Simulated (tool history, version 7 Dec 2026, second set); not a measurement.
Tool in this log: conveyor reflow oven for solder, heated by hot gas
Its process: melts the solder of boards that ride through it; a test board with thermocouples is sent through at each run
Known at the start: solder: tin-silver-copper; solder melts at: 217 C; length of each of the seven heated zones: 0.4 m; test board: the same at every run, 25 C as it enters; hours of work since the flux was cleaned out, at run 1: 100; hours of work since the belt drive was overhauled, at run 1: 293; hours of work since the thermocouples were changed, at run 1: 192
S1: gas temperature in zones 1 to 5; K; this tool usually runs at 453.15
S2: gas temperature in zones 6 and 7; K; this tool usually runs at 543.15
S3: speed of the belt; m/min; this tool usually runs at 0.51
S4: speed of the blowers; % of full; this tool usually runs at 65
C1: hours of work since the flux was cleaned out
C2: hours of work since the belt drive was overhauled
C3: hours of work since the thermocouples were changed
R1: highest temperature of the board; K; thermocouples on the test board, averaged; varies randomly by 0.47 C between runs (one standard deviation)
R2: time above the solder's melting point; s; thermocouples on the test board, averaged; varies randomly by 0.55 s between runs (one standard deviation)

run 1 hour=0 | S1=453.15 S2=543.15 S3=0.51 S4=65 | C1=100 C2=293 C3=192 | R1=529.75 R2=76.7
run 2 hour=8.1 | S1=453.15 S2=543.15 S3=0.51 S4=79 | C1=104 C2=297 C3=196 | R1=532.45 R2=80.1
run 3 hour=17.5 | S1=453.15 S2=543.15 S3=0.51 S4=65 | C1=110 C2=303 C3=202 | R1=529.05 R2=75.6
run 4 hour=26.7 | S1=453.15 S2=543.15 S3=0.51 S4=65 | C1=115 C2=308 C3=207 | R1=528.85 R2=76.4
run 5 hour=31.3 | S1=453.15 S2=543.15 S3=0.51 S4=65 | C1=118 C2=311 C3=210 | R1=529.15 R2=77.3
run 6 hour=36.1 | S1=453.15 S2=543.15 S3=0.51 S4=65 | C1=121 C2=314 C3=213 | R1=528.75 R2=75.4
run 7 hour=44.7 | S1=453.15 S2=543.15 S3=0.51 S4=65 | C1=126 C2=319 C3=218 | R1=528.45 R2=76.4
run 8 hour=52.3 | S1=453.15 S2=543.15 S3=0.51 S4=86 | C1=130 C2=323 C3=222 | R1=532.95 R2=81.1
run 9 hour=56.4 | S1=453.15 S2=543.15 S3=0.51 S4=86 | C1=133 C2=326 C3=225 | R1=533.55 R2=80.4
run 10 hour=65 | S1=453.15 S2=549.15 S3=0.51 S4=65 | C1=138 C2=331 C3=230 | R1=534.15 R2=80.2
run 11 hour=70.3 | S1=453.15 S2=543.15 S3=0.51 S4=65 | C1=141 C2=334 C3=233 | R1=529.35 R2=76.3
-- hour=75.9 flux residue cleaned out of gas plates and filters
run 12 hour=83.3 | S1=453.15 S2=543.15 S3=0.51 S4=65 | C1=4 C2=338 C3=238 | R1=528.85 R2=75.9
run 13 hour=92.9 | S1=453.15 S2=543.15 S3=0.51 S4=65 | C1=10 C2=344 C3=243 | R1=528.45 R2=74.9
run 14 hour=101 | S1=464.15 S2=543.15 S3=0.51 S4=65 | C1=15 C2=349 C3=248 | R1=530.55 R2=82.8
run 15 hour=106.4 | S1=464.15 S2=543.15 S3=0.51 S4=65 | C1=18 C2=352 C3=251 | R1=529.65 R2=81.5
run 16 hour=115.9 | S1=464.15 S2=543.15 S3=0.51 S4=65 | C1=23 C2=358 C3=257 | R1=529.75 R2=83.4
-- hour=121.3 flux residue cleaned out of gas plates and filters, once more
run 17 hour=128.2 | S1=453.15 S2=543.15 S3=0.492 S4=65 | C1=4 C2=362 C3=261 | R1=531.45 R2=81.8
run 18 hour=136 | S1=453.15 S2=543.15 S3=0.572 S4=65 | C1=9 C2=366 C3=265 | R1=527.05 R2=65.1
run 19 hour=145.1 | S1=453.15 S2=540.15 S3=0.504 S4=65 | C1=14 C2=372 C3=271 | R1=526.25 R2=76.8
run 20 hour=154.7 | S1=453.15 S2=557.15 S3=0.609 S4=87 | C1=20 C2=377 C3=276 | R1=541.85 R2=71.5
run 21 hour=162 | S1=453.15 S2=557.15 S3=0.609 S4=87 | C1=24 C2=382 C3=281 | R1=540.95 R2=71.6
run 22 hour=167.6 | S1=453.15 S2=547.15 S3=0.448 S4=65 | C1=27 C2=385 C3=284 | R1=537.15 R2=94.8
run 23 hour=173.7 | S1=453.15 S2=547.15 S3=0.448 S4=65 | C1=31 C2=388 C3=288 | R1=536.75 R2=94.7
run 24 hour=177.6 | S1=453.15 S2=537.15 S3=0.51 S4=75 | C1=33 C2=391 C3=290 | R1=526.35 R2=75.3
run 25 hour=186.1 | S1=453.15 S2=537.15 S3=0.51 S4=75 | C1=38 C2=396 C3=295 | R1=525.75 R2=75.6
run 26 hour=190.8 | S1=456.15 S2=546.15 S3=0.51 S4=75 | C1=41 C2=398 C3=298 | R1=534.65 R2=82.7
run 27 hour=199.5 | S1=453.15 S2=555.15 S3=0.51 S4=71 | C1=46 C2=404 C3=303 | R1=542.15 R2=84.9
run 28 hour=209 | S1=443.15 S2=545.15 S3=0.51 S4=65 | C1=51 C2=409 C3=308 | R1=529.55 R2=72.9
run 29 hour=213 | S1=443.15 S2=545.15 S3=0.51 S4=65 | C1=54 C2=412 C3=311 | R1=529.55 R2=72.3
run 30 hour=220.9 | S1=443.15 S2=545.15 S3=0.51 S4=65 | C1=58 C2=416 C3=315 | R1=528.95 R2=73

Per-run results on a tool with no hidden state, each run keeping its own random variation:
Hidden conditions of the tool in this case: heat that the gas passes to the board, % of a clean oven's; belt's true speed, % of the reading; true gas temperature in zones 6 and 7 over the reading, C; drift of the gauge itself on peak_c, C; drift of the gauge itself on liquid_s, %.
run=1 R1=529.85 R2=76.5
run=2 R1=532.65 R2=79.9
run=3 R1=529.25 R2=75.5
run=4 R1=529.05 R2=76.3
run=5 R1=529.35 R2=77.2
run=6 R1=528.95 R2=75.4
run=7 R1=528.75 R2=76.4
run=8 R1=533.35 R2=81.1
run=9 R1=533.95 R2=80.3
run=10 R1=534.45 R2=80.1
run=11 R1=529.75 R2=76.3
run=12 R1=529.75 R2=76.6
run=13 R1=529.45 R2=75.6
run=14 R1=531.35 R2=83.2
run=15 R1=530.45 R2=81.9
run=16 R1=530.55 R2=83.8
run=17 R1=530.95 R2=80.9
run=18 R1=526.65 R2=64.4
run=19 R1=525.85 R2=76
run=20 R1=541.65 R2=70.9
run=21 R1=540.85 R2=71
run=22 R1=536.75 R2=94
run=23 R1=536.35 R2=93.8
run=24 R1=526.05 R2=74.7
run=25 R1=525.55 R2=75
run=26 R1=534.45 R2=82.1
run=27 R1=541.95 R2=84.3
run=28 R1=529.45 R2=72.4
run=29 R1=529.45 R2=71.8
run=30 R1=528.85 R2=72.5
